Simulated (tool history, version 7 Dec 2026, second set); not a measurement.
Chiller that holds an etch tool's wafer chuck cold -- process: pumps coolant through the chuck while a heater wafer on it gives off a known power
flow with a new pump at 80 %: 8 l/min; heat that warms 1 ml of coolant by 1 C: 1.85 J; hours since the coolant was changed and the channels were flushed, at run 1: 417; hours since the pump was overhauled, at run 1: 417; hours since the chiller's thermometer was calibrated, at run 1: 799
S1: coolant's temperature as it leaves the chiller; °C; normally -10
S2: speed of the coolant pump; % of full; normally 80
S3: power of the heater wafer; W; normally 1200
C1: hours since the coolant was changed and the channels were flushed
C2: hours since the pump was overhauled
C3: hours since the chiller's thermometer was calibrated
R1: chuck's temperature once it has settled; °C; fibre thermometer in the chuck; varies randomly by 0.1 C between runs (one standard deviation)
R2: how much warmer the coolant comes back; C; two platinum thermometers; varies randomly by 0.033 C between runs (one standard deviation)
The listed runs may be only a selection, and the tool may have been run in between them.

run 1 hour=0.0 | S1=-10 S2=80 S3=1200 | C1=417 C2=417 C3=799 | R1=2.9 R2=4.91
run 2 hour=32.0 | S1=-10 S2=80 S3=1200 | C1=449 C2=449 C3=831 | R1=2.9 R2=4.91
run 3 hour=57.5 | S1=-10 S2=80 S3=1200 | C1=474 C2=474 C3=856 | R1=3.0 R2=4.92
run 4 hour=86.4 | S1=-10 S2=80 S3=1200 | C1=503 C2=503 C3=885 | R1=2.9 R2=4.90
run 5 hour=122.0 | S1=-10 S2=79 S3=1200 | C1=539 C2=539 C3=921 | R1=2.9 R2=4.93
run 6 hour=157.0 | S1=-13 S2=79 S3=1200 | C1=574 C2=574 C3=956 | R1=0.1 R2=4.93
run 7 hour=188.2 | S1=-13 S2=79 S3=1200 | C1=605 C2=605 C3=987 | R1=0.1 R2=4.98
run 8 hour=216.9 | S1=-6 S2=79 S3=1200 | C1=634 C2=634 C3=1016 | R1=7.1 R2=4.95
run 9 hour=245.8 | S1=-10 S2=80 S3=938 | C1=663 C2=663 C3=1045 | R1=0.2 R2=3.85
run 10 hour=271.2 | S1=-13 S2=80 S3=1200 | C1=688 C2=688 C3=1070 | R1=-0.1 R2=4.99
run 11 hour=292.1 | S1=-15 S2=80 S3=1200 | C1=709 C2=709 C3=1091 | R1=-2.2 R2=4.91
run 12 hour=329.1 | S1=-15 S2=80 S3=1200 | C1=746 C2=746 C3=1128 | R1=-2.2 R2=4.99
run 13 hour=347.0 | S1=-15 S2=80 S3=1200 | C1=764 C2=764 C3=1146 | R1=-2.0 R2=4.98
run 14 hour=369.8 | S1=-15 S2=80 S3=1200 | C1=787 C2=787 C3=1169 | R1=-2.0 R2=4.97
run 15 hour=408.2 | S1=-15 S2=80 S3=1200 | C1=825 C2=825 C3=1207 | R1=-1.9 R2=4.99
run 16 hour=445.8 | S1=-15 S2=80 S3=1200 | C1=863 C2=863 C3=1245 | R1=-2.0 R2=5.00
run 17 hour=477.2 | S1=-20 S2=80 S3=1200 | C1=894 C2=894 C3=1276 | R1=-7.0 R2=5.03
run 18 hour=495.5 | S1=-9 S2=79 S3=1753 | C1=912 C2=912 C3=1294 | R1=10.2 R2=7.28
run 19 hour=522.0 | S1=-9 S2=79 S3=1362 | C1=939 C2=939 C3=1321 | R1=6.0 R2=5.78
run 20 hour=544.5 | S1=-18 S2=78 S3=1362 | C1=961 C2=961 C3=1343 | R1=-3.2 R2=5.86
run 21 hour=575.3 | S1=-2 S2=89 S3=751 | C1=992 C2=992 C3=1374 | R1=5.4 R2=2.90
run 22 hour=599.0 | S1=-14 S2=86 S3=1200 | C1=1016 C2=1016 C3=1398 | R1=-1.9 R2=4.63
run 23 hour=622.3 | S1=-14 S2=86 S3=1200 | C1=1039 C2=1039 C3=1421 | R1=-1.9 R2=4.67
run 24 hour=645.6 | S1=-16 S2=75 S3=1200 | C1=1062 C2=1062 C3=1444 | R1=-2.1 R2=5.46
run 25 hour=665.4 | S1=-16 S2=85 S3=1270 | C1=1082 C2=1082 C3=1464 | R1=-3.0 R2=5.05
run 26 hour=698.0 | S1=-16 S2=85 S3=1270 | C1=1115 C2=1115 C3=1497 | R1=-3.1 R2=5.03
run 27 hour=729.2 | S1=-16 S2=85 S3=1270 | C1=1146 C2=1146 C3=1528 | R1=-3.0 R2=5.06
run 28 hour=752.0 | S1=-16 S2=85 S3=1270 | C1=1169 C2=1169 C3=1551 | R1=-3.0 R2=5.09
-- hour=758.1 gauge calibrated
run 29 hour=776.7 | S1=-16 S2=85 S3=1270 | C1=1193 C2=1193 C3=1575 | R1=-3.1 R2=4.86
run 30 hour=795.5 | S1=-4 S2=84 S3=1136 | C1=1212 C2=1212 C3=1594 | R1=7.7 R2=4.45

Alternative continuations, all from the tool just after run 30; predict every row:
run A hour=827.9 | S1=-15 S2=77 S3=1200 | C1=1245 C2=1245 C3=1627 | R1=? R2=?
run B hour=827.9 | S1=-14 S2=93 S3=1200 | C1=1245 C2=1245 C3=1627 | R1=? R2=?
run C hour=827.9 | S1=-4 S2=82 S3=939 | C1=1245 C2=1245 C3=1627 | R1=? R2=?
run D hour=827.9 | S1=-18 S2=96 S3=1368 | C1=1245 C2=1245 C3=1627 | R1=? R2=?
run E hour=827.9 | S1=-10 S2=80 S3=1200 | C1=1245 C2=1245 C3=1627 | R1=? R2=?

run=A R1=-1.7 R2=5.05
run=B R1=-2.7 R2=4.15
run=C R1=5.9 R2=3.74
run=D R1=-5.4 R2=4.58
run=E R1=2.9 R2=4.91
Without the tool's unlogged condition, the same runs would have read:
run=A R1=-1.7 R2=5.03
run=B R1=-2.7 R2=4.13
run=C R1=5.9 R2=3.72
run=D R1=-5.4 R2=4.56
run=E R1=2.9 R2=4.89
